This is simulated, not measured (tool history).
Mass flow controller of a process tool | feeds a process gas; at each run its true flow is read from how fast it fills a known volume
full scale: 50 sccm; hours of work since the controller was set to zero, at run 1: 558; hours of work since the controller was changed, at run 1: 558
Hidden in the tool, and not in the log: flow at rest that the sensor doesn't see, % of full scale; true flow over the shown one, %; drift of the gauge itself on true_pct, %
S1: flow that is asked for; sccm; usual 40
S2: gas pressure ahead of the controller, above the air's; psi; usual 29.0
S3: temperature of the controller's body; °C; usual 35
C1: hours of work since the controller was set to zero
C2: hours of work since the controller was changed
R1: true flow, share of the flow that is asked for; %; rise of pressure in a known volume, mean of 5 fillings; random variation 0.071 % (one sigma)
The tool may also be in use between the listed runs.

run      day  S1    S2  S3    C1    C2      R1
  1    0.000  40  29.0  35   558   558  101.08
  2    2.750  40  29.0  35   590   590  101.20
  3    4.771  40  29.0  35   614   614  101.02
  4    7.358  40  29.0  35   645   645  101.27
  5    9.246  40  29.0  21   667   667   99.98
  6   10.929  40  29.0  21   687   687   99.91
  7   12.358  40  29.0  21   704   704   99.99
  8   15.538  40  29.0  34   742   742  101.00
  9   17.362  40  29.0  34   764   764  101.14
 10   20.712  40  29.0  34   804   804  101.18
 11   22.858  40  29.0  34   829   829  101.09
 12   24.475  40  29.0  34   848   848  101.10
 13   27.025  49  29.0  35   879   879  101.35
 14   30.321  49  29.0  35   918   918  101.33
 15   31.792  49  29.0  35   935   935  101.43
 16   34.367  49  29.0  34   966   966  101.25
 17   36.088  49  29.0  34   986   986  101.37
 18   39.529  40  32.2  35  1027  1027  101.32
 19   41.708  40  32.2  35  1053  1053  101.41
 20   43.112  40  32.2  35  1070  1070  101.37
 21   45.138  40  32.2  35  1094  1094  101.38
 22   47.500  40  32.2  35  1122  1122  101.53
 23   49.083  40  32.2  35  1140  1140  101.40
 24   50.629  40  32.2  35  1159  1159  101.38
 25   53.504  40  32.2  35  1193  1193  101.42
 26   55.429  42  21.2  40  1216  1216  101.55
 27   57.688  42  21.2  40  1243  1243  101.58
 28   59.608  42  21.2  40  1265  1265  101.60
 29   62.154  42  21.2  40  1296  1296  101.67
 30   64.838  42  39.0  27  1328  1328  101.07
 31   66.754   8  23.2  27  1350  1350  101.71
 32   69.067   6  29.0  29  1378  1378  102.64
 33   71.779   6  29.0  29  1410  1410  102.77
 34   74.833  24  27.0  37  1446  1446  101.54
 35   78.017  40  29.4  35  1484  1484  101.35
 36   80.512  40  29.4  35  1514  1514  101.57
 37   83.767  40  29.4  35  1552  1552  101.46
 38   86.588  40  29.3  31  1586  1586  101.22
 39   89.450   6  29.0  35  1620  1620  103.72
 40   92.688   6  29.0  35  1658  1658  103.95
 41   94.267   6  29.0  35  1677  1677  103.70
 42   97.079   6  29.0  35  1710  1710  103.86
 43   99.700  42  29.7  21  1742  1742  100.43
 44  103.017  10  29.0  20  1781  1781  101.33
 45  105.104  19  31.0  23  1806  1806  100.79
 46  108.579  37  31.0  27  1847  1847  100.88
 47  111.208  15  24.1  34  1878  1878  101.95
 48  113.088  15  24.1  34  1900  1900  101.90
 49  116.021  10  36.7  23  1935  1935  102.00

Measured less the same run without the tool's hidden state. The same run-to-run variation is in both; the gauge's scatter may not be:
run     R1
  1  +0.41
  2  +0.42
  3  +0.43
  4  +0.44
  5  +0.45
  6  +0.46
  7  +0.47
  8  +0.48
  9  +0.50
 10  +0.51
 11  +0.52
 12  +0.53
 13  +0.48
 14  +0.50
 15  +0.51
 16  +0.52
 17  +0.52
 18  +0.60
 19  +0.62
 20  +0.62
 21  +0.63
 22  +0.64
 23  +0.65
 24  +0.66
 25  +0.68
 26  +0.67
 27  +0.68
 28  +0.69
 29  +0.70
 30  +0.71
 31  +2.45
 32  +3.22
 33  +3.28
 34  +1.08
 35  +0.80
 36  +0.81
 37  +0.82
 38  +0.84
 39  +3.68
 40  +3.75
 41  +3.78
 42  +3.84
 43  +0.88
 44  +2.54
 45  +1.53
 46  +1.00
 47  +1.91
 48  +1.93
 49  +2.74

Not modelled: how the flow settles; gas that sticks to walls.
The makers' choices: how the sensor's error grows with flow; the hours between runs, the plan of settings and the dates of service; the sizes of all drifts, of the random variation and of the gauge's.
